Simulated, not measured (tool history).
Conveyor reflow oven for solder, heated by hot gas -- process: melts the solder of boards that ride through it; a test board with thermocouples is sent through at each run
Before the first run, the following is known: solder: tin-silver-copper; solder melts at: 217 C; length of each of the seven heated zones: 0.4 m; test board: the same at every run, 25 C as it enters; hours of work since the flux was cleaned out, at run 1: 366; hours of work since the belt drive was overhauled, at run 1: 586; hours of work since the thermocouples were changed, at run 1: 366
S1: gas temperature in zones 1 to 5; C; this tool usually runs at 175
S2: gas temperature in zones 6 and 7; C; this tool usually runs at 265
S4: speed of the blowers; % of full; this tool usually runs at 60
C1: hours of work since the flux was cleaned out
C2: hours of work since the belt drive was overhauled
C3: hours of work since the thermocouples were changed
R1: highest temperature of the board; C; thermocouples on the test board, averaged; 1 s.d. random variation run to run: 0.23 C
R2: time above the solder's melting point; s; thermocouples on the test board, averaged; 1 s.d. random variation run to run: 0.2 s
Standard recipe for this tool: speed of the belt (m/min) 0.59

run 1 hour=0 | S1=175 S2=265 speed_of_the_belt_(m/min)=0.59 S4=60 | C1=366 C2=586 C3=366 | R1=249.8 R2=60.4
run 2 hour=21 | S1=175 S2=265 speed_of_the_belt_(m/min)=0.59 S4=60 | C1=376 C2=596 C3=376 | R1=249.3 R2=60.4
run 3 hour=35.7 | S1=175 S2=265 speed_of_the_belt_(m/min)=0.59 S4=60 | C1=384 C2=603 C3=384 | R1=249.8 R2=60.3
run 4 hour=59.7 | S1=175 S2=280 speed_of_the_belt_(m/min)=0.59 S4=60 | C1=396 C2=615 C3=396 | R1=262.8 R2=69.4
run 5 hour=88.3 | S1=175 S2=265 speed_of_the_belt_(m/min)=0.55 S4=60 | C1=410 C2=629 C3=410 | R1=251.6 R2=66.7
run 6 hour=105.1 | S1=175 S2=265 speed_of_the_belt_(m/min)=0.55 S4=60 | C1=418 C2=638 C3=418 | R1=251 R2=66.8
run 7 hour=123.9 | S1=175 S2=265 speed_of_the_belt_(m/min)=0.55 S4=60 | C1=427 C2=647 C3=427 | R1=251.2 R2=66.8
run 8 hour=142 | S1=175 S2=261 speed_of_the_belt_(m/min)=0.59 S4=60 | C1=436 C2=656 C3=436 | R1=245.6 R2=57.1
run 9 hour=159.8 | S1=175 S2=258 speed_of_the_belt_(m/min)=0.59 S4=60 | C1=445 C2=665 C3=445 | R1=242.8 R2=54.4
run 10 hour=179.1 | S1=175 S2=265 speed_of_the_belt_(m/min)=0.533 S4=60 | C1=455 C2=675 C3=455 | R1=251.5 R2=69.8
run 11 hour=197.5 | S1=175 S2=265 speed_of_the_belt_(m/min)=0.695 S4=60 | C1=464 C2=684 C3=464 | R1=243.4 R2=45.1
-- hour=204.8 flux residue cleaned out of gas plates and filters
run 12 hour=218 | S1=175 S2=265 speed_of_the_belt_(m/min)=0.59 S4=60 | C1=7 C2=691 C3=472 | R1=251.2 R2=62.3
run 13 hour=245.9 | S1=175 S2=265 speed_of_the_belt_(m/min)=0.59 S4=60 | C1=20 C2=705 C3=486 | R1=250.5 R2=62.3
run 14 hour=267 | S1=175 S2=265 speed_of_the_belt_(m/min)=0.59 S4=60 | C1=31 C2=716 C3=496 | R1=251 R2=62.3
run 15 hour=294.8 | S1=175 S2=265 speed_of_the_belt_(m/min)=0.59 S4=60 | C1=45 C2=730 C3=510 | R1=251 R2=62.4
run 16 hour=311.8 | S1=175 S2=263 speed_of_the_belt_(m/min)=0.59 S4=60 | C1=53 C2=738 C3=518 | R1=249.1 R2=60.7
-- hour=322.7 belt drive overhauled, speed set with a stopwatch
run 17 hour=334.3 | S1=175 S2=263 speed_of_the_belt_(m/min)=0.59 S4=60 | C1=62 C2=6 C3=528 | R1=248.1 R2=59
run 18 hour=352.6 | S1=169 S2=265 speed_of_the_belt_(m/min)=0.59 S4=60 | C1=71 C2=15 C3=537 | R1=248.8 R2=57.4
run 19 hour=366 | S1=173 S2=265 speed_of_the_belt_(m/min)=0.548 S4=52 | C1=78 C2=22 C3=543 | R1=249.1 R2=63.5
run 20 hour=390.6 | S1=173 S2=266 speed_of_the_belt_(m/min)=0.59 S4=60 | C1=90 C2=34 C3=556 | R1=250.2 R2=59.7
run 21 hour=410.2 | S1=173 S2=257 speed_of_the_belt_(m/min)=0.507 S4=59 | C1=100 C2=44 C3=565 | R1=245.6 R2=67.5
run 22 hour=435.1 | S1=181 S2=257 speed_of_the_belt_(m/min)=0.507 S4=89 | C1=112 C2=56 C3=578 | R1=250.2 R2=77.5
run 23 hour=449 | S1=175 S2=265 speed_of_the_belt_(m/min)=0.536 S4=60 | C1=119 C2=63 C3=585 | R1=252.1 R2=68.8

Predict the results of run 24:
run 24 hour=466.2 | S1=176 S2=276 speed_of_the_belt_(m/min)=0.579 S4=56 | C1=128 C2=71 C3=593 | R1=? R2=?

R1: 258.9 C
R2: 68.2 s
Were there no unlogged condition in the tool, this run, its random variation unchanged, would have produced R1 261.4 C, R2 69.7 s.

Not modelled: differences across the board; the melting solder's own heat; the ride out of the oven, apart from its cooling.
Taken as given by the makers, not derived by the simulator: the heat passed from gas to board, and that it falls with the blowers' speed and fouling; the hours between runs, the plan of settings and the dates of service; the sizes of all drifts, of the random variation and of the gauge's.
